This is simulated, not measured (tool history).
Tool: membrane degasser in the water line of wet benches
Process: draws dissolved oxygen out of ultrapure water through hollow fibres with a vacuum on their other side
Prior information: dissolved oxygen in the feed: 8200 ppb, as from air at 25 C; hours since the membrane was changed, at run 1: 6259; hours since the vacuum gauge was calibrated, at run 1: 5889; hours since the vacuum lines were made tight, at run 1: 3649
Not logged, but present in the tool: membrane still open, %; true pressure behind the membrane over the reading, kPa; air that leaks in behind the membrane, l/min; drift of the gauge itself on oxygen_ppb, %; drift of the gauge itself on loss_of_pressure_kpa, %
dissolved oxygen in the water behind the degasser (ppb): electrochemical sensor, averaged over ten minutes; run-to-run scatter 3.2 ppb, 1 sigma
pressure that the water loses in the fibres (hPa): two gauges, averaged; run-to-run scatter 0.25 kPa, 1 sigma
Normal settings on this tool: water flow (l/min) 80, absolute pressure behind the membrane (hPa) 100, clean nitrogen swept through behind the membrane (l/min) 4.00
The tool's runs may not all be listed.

| run | hour | water flow (l/min) | absolute pressure behind the membrane (hPa) | clean nitrogen swept through behind the membrane (l/min) | hours since the membrane was changed | hours since the vacuum gauge was calibrated | hours since the vacuum lines were made tight | dissolved oxygen in the water behind the degasser (ppb) | pressure that the water loses in the fibres (hPa) |
|---|---|---|---|---|---|---|---|---|---|
| 1 | 0.0 | 80 | 100 | 4.00 | 6259 | 5889 | 3649 | 330.7 | 687.1 |
| 2 | 78.2 | 80 | 156 | 4.00 | 6337 | 5967 | 3728 | 558.1 | 689.5 |
| 3 | 238.6 | 80 | 156 | 4.00 | 6498 | 6127 | 3888 | 554.7 | 688.5 |
| 4 | 354.0 | 80 | 156 | 4.00 | 6613 | 6243 | 4003 | 554.7 | 690.7 |
| 5 | 497.6 | 80 | 156 | 4.00 | 6757 | 6386 | 4147 | 555.7 | 691.8 |
| 6 | 603.6 | 80 | 156 | 4.00 | 6863 | 6492 | 4253 | 560.1 | 686.3 |
| 7 | 680.1 | 80 | 156 | 4.00 | 6939 | 6569 | 4329 | 558.4 | 690.9 |
|  | 788.8 | vacuum gauge calibrated |
| 8 | 849.0 | 80 | 100 | 4.00 | 7108 | 60 | 4498 | 338.1 | 694.3 |
| 9 | 986.4 | 80 | 100 | 4.00 | 7245 | 198 | 4635 | 334.5 | 691.3 |
| 10 | 1132.3 | 80 | 100 | 4.00 | 7391 | 343 | 4781 | 336.3 | 692.1 |
| 11 | 1244.8 | 80 | 100 | 4.00 | 7504 | 456 | 4894 | 332.1 | 696.0 |
|  | 1299.5 | vacuum gauge calibrated, once more |
| 12 | 1430.4 | 80 | 221 | 4.00 | 7689 | 131 | 5079 | 804.5 | 693.3 |
| 13 | 1535.1 | 80 | 240 | 4.00 | 7793 | 236 | 5183 | 866.5 | 694.0 |
| 14 | 1694.4 | 80 | 240 | 4.00 | 7953 | 395 | 5343 | 870.9 | 698.7 |
| 15 | 1784.5 | 80 | 240 | 4.00 | 8043 | 485 | 5433 | 874.7 | 694.6 |
| 16 | 1874.4 | 80 | 100 | 3.58 | 8133 | 575 | 5523 | 353.4 | 695.9 |
| 17 | 2039.1 | 88 | 100 | 8.09 | 8297 | 740 | 5687 | 207.4 | 764.4 |
| 18 | 2203.1 | 106 | 131 | 2.14 | 8461 | 904 | 5851 | 899.1 | 917.7 |
| 19 | 2319.9 | 108 | 64 | 9.02 | 8578 | 1020 | 5968 | 144.2 | 943.0 |
| 20 | 2446.2 | 108 | 64 | 9.02 | 8704 | 1147 | 6095 | 145.3 | 944.9 |
| 21 | 2522.1 | 114 | 174 | 10.09 | 8780 | 1223 | 6170 | 421.1 | 991.6 |
| 22 | 2628.3 | 114 | 145 | 10.09 | 8887 | 1329 | 6277 | 354.0 | 998.0 |
| 23 | 2746.3 | 80 | 72 | 4.00 | 9005 | 1447 | 6395 | 207.7 | 697.2 |
| 24 | 2888.6 | 80 | 62 | 4.00 | 9147 | 1589 | 6537 | 162.4 | 701.3 |
| 25 | 3029.4 | 113 | 62 | 11.54 | 9288 | 1730 | 6678 | 134.2 | 991.7 |
| 26 | 3209.8 | 70 | 175 | 11.30 | 9468 | 1910 | 6858 | 231.0 | 612.8 |
| 27 | 3317.8 | 70 | 175 | 11.30 | 9576 | 2018 | 6966 | 227.3 | 610.8 |
| 28 | 3409.8 | 117 | 72 | 4.00 | 9668 | 2110 | 7058 | 313.0 | 1024.1 |
| 29 | 3568.8 | 60 | 200 | 9.90 | 9827 | 2269 | 7217 | 256.0 | 525.7 |
| 30 | 3646.8 | 80 | 200 | 8.64 | 9905 | 2347 | 7295 | 384.7 | 702.0 |
| 31 | 3803.5 | 80 | 200 | 8.64 | 10062 | 2504 | 7452 | 387.4 | 701.6 |

Some steps in dissolved oxygen in the water behind the degasser (ppb) between neighbouring runs. How much of each would the tool show without its hidden state too (settings, what came in, random variation), and how much is left for the hidden state, with any gauge scatter that isn't in both results?
Run 11 -> 12: absolute pressure behind the membrane (hPa) 100 -> 221, vacuum gauge calibrated, once more. dissolved oxygen in the water behind the degasser (ppb) +472.4: hidden state -14.4, all else +486.8.
Run 15 -> 16: absolute pressure behind the membrane (hPa) 240 -> 100, clean nitrogen swept through behind the membrane (l/min) 4.00 -> 3.58. dissolved oxygen in the water behind the degasser (ppb) -521.3: hidden state -0.7, all else -520.6.
Run 17 -> 18: water flow (l/min) 88 -> 106, absolute pressure behind the membrane (hPa) 100 -> 131, clean nitrogen swept through behind the membrane (l/min) 8.09 -> 2.14. dissolved oxygen in the water behind the degasser (ppb) +691.7: hidden state +3.7, all else +688.0.
Run 18 -> 19: water flow (l/min) 106 -> 108, absolute pressure behind the membrane (hPa) 131 -> 64, clean nitrogen swept through behind the membrane (l/min) 2.14 -> 9.02. dissolved oxygen in the water behind the degasser (ppb) -754.9: hidden state +0.1, all else -755.0.
Run 27 -> 28: water flow (l/min) 70 -> 117, absolute pressure behind the membrane (hPa) 175 -> 72, clean nitrogen swept through behind the membrane (l/min) 11.30 -> 4.00. dissolved oxygen in the water behind the degasser (ppb) +85.7: hidden state +12.4, all else +73.3.
Run 28 -> 29: water flow (l/min) 117 -> 60, absolute pressure behind the membrane (hPa) 72 -> 200, clean nitrogen swept through behind the membrane (l/min) 4.00 -> 9.90. dissolved oxygen in the water behind the degasser (ppb) -57.0: hidden state -13.0, all else -44.0.
